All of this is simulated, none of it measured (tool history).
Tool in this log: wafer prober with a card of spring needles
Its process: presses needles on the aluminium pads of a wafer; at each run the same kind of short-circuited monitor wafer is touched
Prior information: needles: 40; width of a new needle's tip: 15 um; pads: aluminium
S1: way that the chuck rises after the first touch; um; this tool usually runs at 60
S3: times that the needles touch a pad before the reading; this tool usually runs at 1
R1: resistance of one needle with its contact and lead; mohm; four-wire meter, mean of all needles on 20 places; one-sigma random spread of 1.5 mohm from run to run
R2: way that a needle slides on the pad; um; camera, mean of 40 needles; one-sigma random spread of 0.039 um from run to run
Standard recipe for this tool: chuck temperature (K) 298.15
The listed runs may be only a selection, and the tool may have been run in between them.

{"run": 1, "day": 0.0, "S1": 60, "chuck temperature (K)": 298.15, "S3": 1, "R1": 244, "R2": 16.02}
{"day": 0.142, "done": "tips cleaned on abrasive film"}
{"day": 0.688, "done": "tips cleaned on abrasive film"}
{"day": 1.371, "done": "tips cleaned on abrasive film"}
{"day": 1.654, "done": "height of the first contact set anew"}
{"run": 2, "day": 1.775, "S1": 60, "chuck temperature (K)": 298.15, "S3": 1, "R1": 242, "R2": 16.38}
{"day": 2.05, "done": "tips cleaned on abrasive film"}
{"day": 2.733, "done": "tips cleaned on abrasive film"}
{"day": 3.417, "done": "tips cleaned on abrasive film"}
{"day": 4.1, "done": "tips cleaned on abrasive film"}
{"day": 4.779, "done": "tips cleaned on abrasive film"}
{"run": 3, "day": 5.15, "S1": 60, "chuck temperature (K)": 298.15, "S3": 1, "R1": 239, "R2": 16.31}
{"day": 5.425, "done": "tips cleaned on abrasive film"}
{"day": 6.108, "done": "tips cleaned on abrasive film"}
{"day": 6.654, "done": "tips cleaned on abrasive film"}
{"day": 7.338, "done": "tips cleaned on abrasive film"}
{"run": 4, "day": 7.696, "S1": 60, "chuck temperature (K)": 298.15, "S3": 1, "R1": 240, "R2": 16.19}
{"day": 7.975, "done": "tips cleaned on abrasive film"}
{"day": 8.654, "done": "tips cleaned on abrasive film"}
{"day": 9.338, "done": "tips cleaned on abrasive film"}
{"run": 5, "day": 9.504, "S1": 60, "chuck temperature (K)": 298.15, "S3": 1, "R1": 201, "R2": 16.2}
{"day": 9.917, "done": "tips cleaned on abrasive film"}
{"day": 10.462, "done": "tips cleaned on abrasive film"}
{"day": 11.146, "done": "tips cleaned on abrasive film"}
{"day": 11.712, "done": "tips cleaned on abrasive film"}
{"run": 6, "day": 11.712, "S1": 60, "chuck temperature (K)": 298.15, "S3": 1, "R1": 160, "R2": 16.12}
{"day": 12.262, "done": "tips cleaned on abrasive film"}
{"day": 12.942, "done": "tips cleaned on abrasive film"}
{"day": 13.625, "done": "tips cleaned on abrasive film"}
{"day": 14.308, "done": "tips cleaned on abrasive film"}
{"run": 7, "day": 14.725, "S1": 60, "chuck temperature (K)": 298.15, "S3": 1, "R1": 251, "R2": 15.96}
{"day": 14.867, "done": "tips cleaned on abrasive film"}
{"day": 15.412, "done": "tips cleaned on abrasive film"}
{"day": 15.562, "done": "height of the first contact set anew"}
{"day": 16.108, "done": "tips cleaned on abrasive film"}
{"day": 16.792, "done": "tips cleaned on abrasive film"}
{"day": 17.471, "done": "tips cleaned on abrasive film"}
{"run": 8, "day": 17.971, "S1": 60, "chuck temperature (K)": 298.15, "S3": 1, "R1": 261, "R2": 16.3}
{"day": 18.112, "done": "tips cleaned on abrasive film"}
{"day": 18.658, "done": "tips cleaned on abrasive film"}
{"day": 19.342, "done": "tips cleaned on abrasive film"}
{"day": 19.479, "done": "tips cleaned on abrasive film, once more"}
{"day": 20.162, "done": "tips cleaned on abrasive film"}
{"run": 9, "day": 20.588, "S1": 60, "chuck temperature (K)": 298.15, "S3": 1, "R1": 255, "R2": 16.14}
{"day": 20.729, "done": "tips cleaned on abrasive film"}
{"day": 21.412, "done": "tips cleaned on abrasive film"}
{"day": 22.092, "done": "tips cleaned on abrasive film"}
{"day": 22.775, "done": "tips cleaned on abrasive film"}
{"run": 10, "day": 23.162, "S1": 60, "chuck temperature (K)": 304.15, "S3": 1, "R1": 252, "R2": 16.18}
{"day": 23.442, "done": "tips cleaned on abrasive film"}
{"day": 24.121, "done": "tips cleaned on abrasive film"}
{"day": 24.804, "done": "tips cleaned on abrasive film"}
{"day": 25.488, "done": "tips cleaned on abrasive film"}
{"run": 11, "day": 25.575, "S1": 50, "chuck temperature (K)": 298.15, "S3": 1, "R1": 209, "R2": 13.35}
{"day": 26.121, "done": "tips cleaned on abrasive film"}
{"day": 26.804, "done": "tips cleaned on abrasive film"}
{"day": 27.488, "done": "tips cleaned on abrasive film"}
{"day": 28.033, "done": "tips cleaned on abrasive film"}
{"run": 12, "day": 28.292, "S1": 60, "chuck temperature (K)": 385.15, "S3": 1, "R1": 248, "R2": 16.01}
{"day": 28.7, "done": "tips cleaned on abrasive film"}
{"day": 29.383, "done": "tips cleaned on abrasive film"}
{"day": 29.533, "done": "height of the first contact set anew"}
{"day": 30.079, "done": "tips cleaned on abrasive film"}
{"run": 13, "day": 30.579, "S1": 60, "chuck temperature (K)": 311.15, "S3": 2, "R1": 214, "R2": 16.33}
{"day": 30.721, "done": "tips cleaned on abrasive film"}
{"day": 31.267, "done": "tips cleaned on abrasive film"}
{"day": 31.95, "done": "tips cleaned on abrasive film"}
{"day": 32.629, "done": "tips cleaned on abrasive film"}
{"run": 14, "day": 32.967, "S1": 60, "chuck temperature (K)": 311.15, "S3": 2, "R1": 214, "R2": 16.32}
{"day": 33.242, "done": "tips cleaned on abrasive film"}
{"day": 33.925, "done": "tips cleaned on abrasive film"}
{"day": 34.608, "done": "tips cleaned on abrasive film"}
{"day": 35.292, "done": "tips cleaned on abrasive film"}
{"run": 15, "day": 35.671, "S1": 57, "chuck temperature (K)": 300.15, "S3": 1, "R1": 274, "R2": 15.4}
{"day": 35.946, "done": "tips cleaned on abrasive film"}
{"day": 36.492, "done": "tips cleaned on abrasive film"}
{"day": 37.175, "done": "tips cleaned on abrasive film"}
{"day": 37.858, "done": "tips cleaned on abrasive film"}
{"day": 38.542, "done": "tips cleaned on abrasive film"}
{"run": 16, "day": 38.938, "S1": 58, "chuck temperature (K)": 298.15, "S3": 1, "R1": 266, "R2": 15.55}
{"day": 39.212, "done": "tips cleaned on abrasive film"}
{"day": 39.896, "done": "tips cleaned on abrasive film"}
{"run": 17, "day": 40.404, "S1": 58, "chuck temperature (K)": 319.15, "S3": 1, "R1": 282, "R2": 15.52}
{"day": 40.546, "done": "tips cleaned on abrasive film"}
{"day": 41.092, "done": "tips cleaned on abrasive film"}
{"day": 41.775, "done": "tips cleaned on abrasive film"}
{"day": 42.454, "done": "tips cleaned on abrasive film"}
{"day": 43.138, "done": "tips cleaned on abrasive film"}
{"day": 43.421, "done": "height of the first contact set anew"}
{"day": 43.833, "done": "tips cleaned on abrasive film"}
{"run": 18, "day": 43.962, "S1": 45, "chuck temperature (K)": 329.15, "S3": 1, "R1": 271, "R2": 12.28}
{"day": 44.508, "done": "tips cleaned on abrasive film"}
{"day": 45.192, "done": "tips cleaned on abrasive film"}
{"day": 45.875, "done": "tips cleaned on abrasive film"}
{"run": 19, "day": 46.121, "S1": 45, "chuck temperature (K)": 329.15, "S3": 1, "R1": 310, "R2": 12.26}
{"day": 46.533, "done": "tips cleaned on abrasive film"}
{"day": 47.212, "done": "tips cleaned on abrasive film"}
{"day": 47.896, "done": "tips cleaned on abrasive film"}
{"day": 48.579, "done": "tips cleaned on abrasive film"}
{"day": 49.262, "done": "tips cleaned on abrasive film"}
{"run": 20, "day": 49.288, "S1": 67, "chuck temperature (K)": 340.15, "S3": 2, "R1": 161, "R2": 18.16}
{"day": 49.833, "done": "tips cleaned on abrasive film"}
{"day": 50.517, "done": "tips cleaned on abrasive film"}
{"run": 21, "day": 51.05, "S1": 60, "chuck temperature (K)": 321.15, "S3": 2, "R1": 227, "R2": 16.21}
{"day": 51.188, "done": "tips cleaned on abrasive film"}
{"day": 51.733, "done": "tips cleaned on abrasive film"}
{"day": 52.417, "done": "tips cleaned on abrasive film"}
{"day": 53.1, "done": "tips cleaned on abrasive film"}
{"run": 22, "day": 53.158, "S1": 73, "chuck temperature (K)": 372.15, "S3": 1, "R1": 183, "R2": 19.62}
{"day": 53.704, "done": "tips cleaned on abrasive film"}
{"day": 54.388, "done": "tips cleaned on abrasive film"}
{"day": 54.933, "done": "tips cleaned on abrasive film"}
{"day": 55.554, "done": "tips cleaned on abrasive film"}
{"run": 23, "day": 55.554, "S1": 61, "chuck temperature (K)": 365.15, "S3": 3, "R1": 166, "R2": 16.27}

Run 24 comes next. What will it give?
{"day": 56.104, "done": "tips cleaned on abrasive film"}
{"day": 56.783, "done": "tips cleaned on abrasive film"}
{"day": 57.342, "done": "height of the first contact set anew"}
{"day": 57.479, "done": "tips cleaned on abrasive film"}
{"day": 58.162, "done": "tips cleaned on abrasive film"}
{"day": 58.846, "done": "tips cleaned on abrasive film"}
{"run": 24, "day": 58.95, "S1": 61, "chuck temperature (K)": 365.15, "S3": 3, "R1": "?", "R2": "?"}

For run 24 the tool returned R1 177 mohm, R2 16.62 um.
Minus the tool's unlogged condition, the same run would have read R1 155 mohm, R2 16.69 um.
